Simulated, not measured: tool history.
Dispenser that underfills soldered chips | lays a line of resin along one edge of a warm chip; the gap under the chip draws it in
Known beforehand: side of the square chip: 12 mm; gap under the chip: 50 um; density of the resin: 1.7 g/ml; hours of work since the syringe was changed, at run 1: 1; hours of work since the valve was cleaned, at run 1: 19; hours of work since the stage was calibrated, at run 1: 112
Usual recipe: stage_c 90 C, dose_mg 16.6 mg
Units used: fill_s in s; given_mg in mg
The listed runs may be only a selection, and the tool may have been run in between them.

run,hour,stage_c,dose_mg,hours of work since the syringe was changed,hours of work since the valve was cleaned,hours of work since the stage was calibrated,fill_s,given_mg
1,0.0,90,16.6,1,19,112,154.3,16.44
# hour 7.1: new syringe of resin
2,9.2,90,16.6,1,24,117,158.0,16.44
3,14.2,90,16.6,5,27,120,195.7,16.40
# hour 15.4: new syringe of resin
4,20.5,90,16.6,3,31,124,180.5,16.19
# hour 24.0: new syringe of resin
5,27.5,90,16.6,2,35,129,160.8,16.23
# hour 32.7: new syringe of resin
6,36.3,90,16.6,2,41,134,164.8,16.30
# hour 41.4: new syringe of resin
7,43.7,90,16.6,2,45,138,155.3,16.25
# hour 49.9: new syringe of resin
8,52.1,90,16.6,1,50,144,155.0,16.20
9,56.5,90,16.6,4,53,146,191.4,16.24
# hour 58.2: new syringe of resin
10,64.3,90,16.6,4,58,151,186.1,16.17
# hour 66.8: new syringe of resin
11,68.8,90,15.8,1,61,154,160.3,15.44
# hour 75.5: new syringe of resin
12,76.1,90,15.8,0,65,158,150.0,15.36
# hour 84.0: new syringe of resin
13,84.2,90,16.6,0,70,163,143.1,16.14
14,90.9,90,16.6,4,74,167,194.0,15.91
# hour 92.4: new syringe of resin
15,98.0,90,16.6,4,79,172,186.1,16.11
# hour 101.1: new syringe of resin
16,106.1,90,16.6,3,84,177,179.1,16.04
# hour 109.5: new syringe of resin
17,115.0,90,16.6,4,89,182,174.5,15.89
# hour 118.2: new syringe of resin
18,124.6,97,18.6,4,95,188,140.6,17.75
# hour 126.6: new syringe of resin
19,131.4,80,14.6,3,99,192,285.1,13.93
# hour 134.9: new syringe of resin
20,136.4,89,21.4,1,102,195,152.5,20.49
# hour 143.3: new syringe of resin
21,143.3,89,21.4,0,106,199,145.4,20.42
22,151.1,78,16.7,5,111,204,349.9,15.91
# hour 151.9: new syringe of resin
23,158.2,104,19.0,4,116,209,106.1,18.04
# hour 160.2: new syringe of resin
24,167.1,86,19.2,4,121,214,225.8,18.18
# hour 169.1: new syringe of resin
25,175.0,86,19.2,4,126,219,216.8,18.28
# hour 177.7: new syringe of resin
26,182.3,92,20.0,3,130,224,154.0,18.77
# hour 186.1: new syringe of resin
27,189.5,92,20.0,2,135,228,148.0,18.88
# hour 192.2: dispensing valve cleaned and set on the balance
# hour 195.8: new syringe of resin
28,195.8,83,17.8,0,2,231,190.3,17.71
# hour 204.2: new syringe of resin
29,205.5,96,16.5,1,8,237,119.8,16.39
30,210.8,96,16.5,4,11,240,153.0,16.53
# hour 212.5: new syringe of resin
31,216.2,104,16.0,2,15,244,96.9,15.91
# hour 221.2: new syringe of resin
32,226.9,104,18.7,4,21,250,100.5,18.63
# hour 229.6: new syringe of resin
33,234.1,104,18.7,3,26,255,96.3,18.47
# hour 238.4: new syringe of resin
34,244.4,90,16.5,4,32,261,184.3,16.39

Per-run results on a tool with no hidden state, each run keeping its own random variation:
Hidden conditions of the tool in this case: resin's viscosity, % of fresh resin's; dose that the valve gives, % of what is set; true chip temperature over the reading, C; drift of the gauge itself on fill_s, %; drift of the gauge itself on given_mg, %.
run,fill_s,given_mg
1,141.4,16.60
2,140.4,16.64
3,139.6,16.62
4,140.0,16.43
5,135.4,16.50
6,137.0,16.61
7,137.5,16.59
8,137.9,16.58
9,140.3,16.65
10,137.5,16.60
11,143.3,15.87
12,139.6,15.82
13,136.2,16.66
14,137.7,16.45
15,139.7,16.69
16,139.2,16.65
17,134.4,16.53
18,102.1,18.52
19,219.7,14.56
20,140.4,21.45
21,138.4,21.42
22,233.4,16.73
23,77.2,19.01
24,158.6,19.19
25,158.4,19.34
26,121.8,19.90
27,121.9,20.06
28,184.3,17.73
29,108.5,16.45
30,109.9,16.61
31,79.8,16.01
32,76.8,18.80
33,76.2,18.67
34,135.1,16.62
